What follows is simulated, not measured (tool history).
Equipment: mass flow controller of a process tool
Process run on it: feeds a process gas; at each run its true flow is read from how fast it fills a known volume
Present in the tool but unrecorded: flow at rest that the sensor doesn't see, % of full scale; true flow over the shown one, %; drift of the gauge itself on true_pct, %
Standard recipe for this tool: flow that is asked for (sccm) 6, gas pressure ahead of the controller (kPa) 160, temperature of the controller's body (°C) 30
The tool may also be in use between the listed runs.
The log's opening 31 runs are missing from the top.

| run | hour | flow that is asked for (sccm) | gas pressure ahead of the controller (kPa) | temperature of the controller's body (°C) | hours of work since the controller was set to zero | hours of work since the controller was changed | true flow (%) |
|---|---|---|---|---|---|---|---|
| 32 | 3168.3 | 6 | 264 | 23 | 6597 | 6597 | 101.92 |
| 33 | 3302.1 | 6 | 264 | 23 | 6643 | 6643 | 102.09 |
| 34 | 3423 | 6 | 191 | 28 | 6684 | 6684 | 101.27 |
| 35 | 3547.7 | 2 | 166 | 23 | 6727 | 6727 | 101.47 |
| 36 | 3689.4 | 9 | 153 | 34 | 6775 | 6775 | 100.4 |
| 37 | 3755.4 | 6 | 191 | 30 | 6798 | 6798 | 101.18 |
| 38 | 3830.9 | 9 | 203 | 30 | 6824 | 6824 | 101.33 |
|  | 3842 | gauge calibrated |
| 39 | 3923.5 | 6 | 160 | 36 | 6855 | 6855 | 98.49 |
| 40 | 4029.1 | 6 | 264 | 22 | 6891 | 6891 | 100.53 |
| 41 | 4129.1 | 6 | 264 | 22 | 6925 | 6925 | 100.55 |
| 42 | 4210.8 | 3 | 212 | 22 | 6953 | 6953 | 100.22 |
| 43 | 4343.4 | 6 | 212 | 22 | 6999 | 6999 | 100.29 |
|  | 4369 | controller exchanged for a calibrated one |
| 44 | 4453.5 | 6 | 212 | 22 | 29 | 29 | 100.48 |
| 45 | 4532.2 | 10 | 163 | 33 | 56 | 56 | 99.24 |
| 46 | 4665.1 | 10 | 163 | 23 | 101 | 101 | 100.28 |
| 47 | 4807.7 | 19 | 197 | 30 | 150 | 150 | 99.81 |

Here are 5 independent what-if runs from the current tool condition. What would each one return?
| A | 4899 | 15 | 142 | 36 | 181 | 181 | ? |
| B | 4899 | 7 | 160 | 30 | 181 | 181 | ? |
| C | 4899 | 2 | 141 | 25 | 181 | 181 | ? |
| D | 4899 | 19 | 197 | 30 | 181 | 181 | ? |
| E | 4899 | 8 | 223 | 27 | 181 | 181 | ? |

| run | true flow (%) |
|---|---|
| A | 98.93 |
| B | 99.64 |
| C | 99.99 |
| D | 99.99 |
| E | 100.37 |
Stripped of hidden state, with their random variation kept, the same runs would have yielded:
| run | true flow (%) |
|---|---|
| A | 98.4 |
| B | 99.11 |
| C | 99.45 |
| D | 99.45 |
| E | 99.83 |
